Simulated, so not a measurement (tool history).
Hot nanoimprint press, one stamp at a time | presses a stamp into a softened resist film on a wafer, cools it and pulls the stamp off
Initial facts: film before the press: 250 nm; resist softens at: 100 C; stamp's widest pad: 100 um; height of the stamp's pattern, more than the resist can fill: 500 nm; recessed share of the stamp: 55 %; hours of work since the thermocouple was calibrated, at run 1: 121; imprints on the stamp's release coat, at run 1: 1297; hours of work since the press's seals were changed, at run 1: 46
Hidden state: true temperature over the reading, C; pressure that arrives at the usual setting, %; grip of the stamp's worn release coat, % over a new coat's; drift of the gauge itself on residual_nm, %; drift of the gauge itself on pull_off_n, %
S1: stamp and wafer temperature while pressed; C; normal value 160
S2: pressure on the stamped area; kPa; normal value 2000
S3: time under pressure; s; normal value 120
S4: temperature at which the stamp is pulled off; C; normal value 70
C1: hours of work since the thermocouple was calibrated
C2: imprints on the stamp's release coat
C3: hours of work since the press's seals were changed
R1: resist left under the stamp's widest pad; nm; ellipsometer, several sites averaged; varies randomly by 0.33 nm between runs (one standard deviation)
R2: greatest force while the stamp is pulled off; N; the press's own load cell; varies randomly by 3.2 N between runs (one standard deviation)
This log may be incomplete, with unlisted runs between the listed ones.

| run | hour | S1 | S2 | S3 | S4 | C1 | C2 | C3 | R1 | R2 |
|---|---|---|---|---|---|---|---|---|---|---|
| 1 | 0 | 160 | 2000 | 120 | 70 | 121 | 1297 | 46 | 124.8 | 144 |
| 2 | 8.1 | 160 | 2000 | 120 | 59 | 125 | 1319 | 49 | 124.7 | 190 |
| 3 | 16 | 160 | 2000 | 120 | 59 | 128 | 1340 | 53 | 126 | 191 |
| 4 | 21 | 160 | 2000 | 120 | 68 | 130 | 1354 | 55 | 125.6 | 153 |
| 5 | 31.1 | 160 | 2000 | 120 | 68 | 134 | 1381 | 59 | 125.8 | 156 |
| 6 | 39.4 | 160 | 2000 | 120 | 68 | 138 | 1403 | 63 | 126.3 | 161 |
| 7 | 48.3 | 160 | 2000 | 120 | 68 | 142 | 1427 | 67 | 126.5 | 153 |
| 8 | 57.5 | 160 | 2000 | 120 | 68 | 146 | 1451 | 70 | 126.3 | 156 |
| 9 | 66.2 | 160 | 2000 | 120 | 68 | 150 | 1475 | 74 | 126.5 | 160 |
| 10 | 75 | 160 | 2000 | 120 | 68 | 153 | 1498 | 78 | 126.9 | 162 |
| 11 | 82 | 160 | 2000 | 120 | 68 | 156 | 1517 | 81 | 126.6 | 157 |
| 12 | 92.5 | 160 | 2000 | 120 | 68 | 161 | 1545 | 86 | 127.4 | 160 |
| 13 | 100.7 | 162 | 2000 | 120 | 71 | 164 | 1567 | 89 | 113.7 | 152 |
| 14 | 105.6 | 160 | 2000 | 70 | 66 | 167 | 1580 | 91 | 150.9 | 164 |
|  | 112.2 | stamp cleaned and given a new release coat |
| 15 | 122.4 | 160 | 2000 | 70 | 69 | 171 | 27 | 96 | 151.3 | 154 |

The next listed run, before its measurement:
| 16 | 129.5 | 160 | 2000 | 70 | 69 | 174 | 46 | 99 | ? | ? |

{"run 16": {"R1": 151.6, "R2": 157}}
Without the tool's hidden state the same run would have given R1 148.2 nm, R2 157 N.
